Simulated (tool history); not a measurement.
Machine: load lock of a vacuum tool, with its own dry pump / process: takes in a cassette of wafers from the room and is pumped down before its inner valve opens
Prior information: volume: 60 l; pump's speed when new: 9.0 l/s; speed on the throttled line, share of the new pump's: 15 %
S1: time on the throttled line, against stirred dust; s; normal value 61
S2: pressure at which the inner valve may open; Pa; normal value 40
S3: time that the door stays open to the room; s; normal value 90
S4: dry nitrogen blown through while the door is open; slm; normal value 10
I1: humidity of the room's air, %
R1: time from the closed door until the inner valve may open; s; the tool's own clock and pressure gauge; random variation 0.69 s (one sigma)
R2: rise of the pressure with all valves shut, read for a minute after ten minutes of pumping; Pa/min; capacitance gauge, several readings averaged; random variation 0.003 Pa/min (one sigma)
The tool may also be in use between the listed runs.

run 1 hour=0 | S1=61 S2=40 S3=90 S4=10 | I1=44.6 | R1=118.8 R2=0.144
run 2 hour=374.4 | S1=61 S2=40 S3=90 S4=10 | I1=43.1 | R1=118.2 R2=0.157
-- hour=526.5 dry pump taken out, an overhauled one fitted
run 3 hour=670.1 | S1=61 S2=40 S3=90 S4=10 | I1=46.2 | R1=104.7 R2=0.16
run 4 hour=1057 | S1=61 S2=40 S3=90 S4=10 | I1=43.6 | R1=105.1 R2=0.16
run 5 hour=1233.2 | S1=61 S2=40 S3=90 S4=10 | I1=46.2 | R1=105.2 R2=0.168
run 6 hour=1508.1 | S1=61 S2=68 S3=90 S4=10 | I1=46.6 | R1=99.7 R2=0.172
run 7 hour=1848.8 | S1=61 S2=68 S3=90 S4=10 | I1=47 | R1=101.9 R2=0.174
run 8 hour=2147.2 | S1=61 S2=68 S3=90 S4=10 | I1=44.6 | R1=102.1 R2=0.182
run 9 hour=2524.2 | S1=61 S2=68 S3=90 S4=10 | I1=43.8 | R1=101.2 R2=0.188
run 10 hour=2893.8 | S1=61 S2=68 S3=90 S4=5 | I1=50.1 | R1=102 R2=0.197
run 11 hour=3290.2 | S1=61 S2=68 S3=90 S4=5 | I1=45.8 | R1=102.7 R2=0.205
-- hour=3392.4 door's seal changed, seat wiped
run 12 hour=3684.4 | S1=61 S2=68 S3=90 S4=5 | I1=45.9 | R1=101.7 R2=0.041
run 13 hour=4057.1 | S1=61 S2=68 S3=90 S4=5 | I1=47.2 | R1=102.8 R2=0.041
run 14 hour=4361.6 | S1=61 S2=68 S3=90 S4=5 | I1=46.9 | R1=103 R2=0.035
run 15 hour=4678.9 | S1=61 S2=40 S3=28 S4=10 | I1=44.1 | R1=106.1 R2=0.021
run 16 hour=4901.9 | S1=61 S2=40 S3=28 S4=9 | I1=45.7 | R1=107 R2=0.026
run 17 hour=5168.7 | S1=61 S2=40 S3=90 S4=5 | I1=45.5 | R1=107.2 R2=0.045
run 18 hour=5426 | S1=61 S2=40 S3=90 S4=5 | I1=41.9 | R1=107.4 R2=0.044
run 19 hour=5826.5 | S1=61 S2=40 S3=90 S4=5 | I1=47 | R1=108.3 R2=0.045
run 20 hour=6020.4 | S1=113 S2=40 S3=132 S4=5 | I1=46.7 | R1=152.5 R2=0.06
run 21 hour=6356.2 | S1=61 S2=40 S3=86 S4=10 | I1=46.6 | R1=108.3 R2=0.044
run 22 hour=6719.6 | S1=61 S2=43 S3=38 S4=10 | I1=43.6 | R1=107.6 R2=0.035
run 23 hour=7018.8 | S1=107 S2=61 S3=95 S4=7 | I1=43.7 | R1=144.8 R2=0.054
run 24 hour=7186 | S1=49 S2=71 S3=31 S4=20 | I1=45.4 | R1=95.1 R2=0.035
run 25 hour=7410.7 | S1=61 S2=52 S3=90 S4=8 | I1=42.5 | R1=107.4 R2=0.05
run 26 hour=7652.2 | S1=85 S2=33 S3=38 S4=10 | I1=45.1 | R1=131.5 R2=0.038
run 27 hour=7826.5 | S1=30 S2=37 S3=61 S4=8 | I1=40.3 | R1=84.4 R2=0.047
run 28 hour=8171.8 | S1=30 S2=37 S3=55 S4=8 | I1=45.9 | R1=86.1 R2=0.046
run 29 hour=8490.1 | S1=45 S2=40 S3=33 S4=10 | I1=45 | R1=97.1 R2=0.043
run 30 hour=8663.9 | S1=45 S2=40 S3=33 S4=10 | I1=46.4 | R1=97.5 R2=0.046
run 31 hour=8985 | S1=34 S2=50 S3=33 S4=10 | I1=45.3 | R1=87.4 R2=0.047
run 32 hour=9348.7 | S1=34 S2=50 S3=57 S4=13 | I1=44.8 | R1=87 R2=0.06
run 33 hour=9581.9 | S1=73 S2=53 S3=67 S4=10 | I1=47.1 | R1=118.5 R2=0.061
run 34 hour=9948.3 | S1=73 S2=53 S3=67 S4=10 | I1=45.8 | R1=118 R2=0.066
run 35 hour=10227.4 | S1=88 S2=53 S3=140 S4=10 | I1=44.2 | R1=132.3 R2=0.079
run 36 hour=10547.3 | S1=88 S2=53 S3=140 S4=10 | I1=45.3 | R1=133.6 R2=0.086
run 37 hour=10949.8 | S1=61 S2=40 S3=190 S4=10 | I1=45.8 | R1=113.2 R2=0.094

Some steps in R1 between neighbouring runs. How much of each would the tool show without its hidden state too (settings, what came in, random variation), and how much is left for the hidden state, with any gauge scatter that isn't in both results?
The hidden state here: pump's speed, % of a new pump's; leak at the door's seal, Pa l/s; drift of the gauge itself on ready_s, %; drift of the gauge itself on rise_pa_min, %.
Run 2 -> 3: dry pump taken out, an overhauled one fitted. R1 -13.5 s: hidden state -14.3, all else +0.8.
Run 19 -> 20: S1 61 -> 113, S3 90 -> 132. R1 +44.2 s: hidden state -0.5, all else +44.7.
Run 23 -> 24: S1 107 -> 49, S2 61 -> 71, S3 95 -> 31, S4 7 -> 20. R1 -49.7 s: hidden state +1, all else -50.7.
Run 26 -> 27: S1 85 -> 30, S2 33 -> 37, S3 38 -> 61, S4 10 -> 8. R1 -47.1 s: hidden state +1.1, all else -48.2.
Run 36 -> 37: S1 88 -> 61, S2 53 -> 40, S3 140 -> 190. R1 -20.4 s: hidden state +1.5, all else -21.9.

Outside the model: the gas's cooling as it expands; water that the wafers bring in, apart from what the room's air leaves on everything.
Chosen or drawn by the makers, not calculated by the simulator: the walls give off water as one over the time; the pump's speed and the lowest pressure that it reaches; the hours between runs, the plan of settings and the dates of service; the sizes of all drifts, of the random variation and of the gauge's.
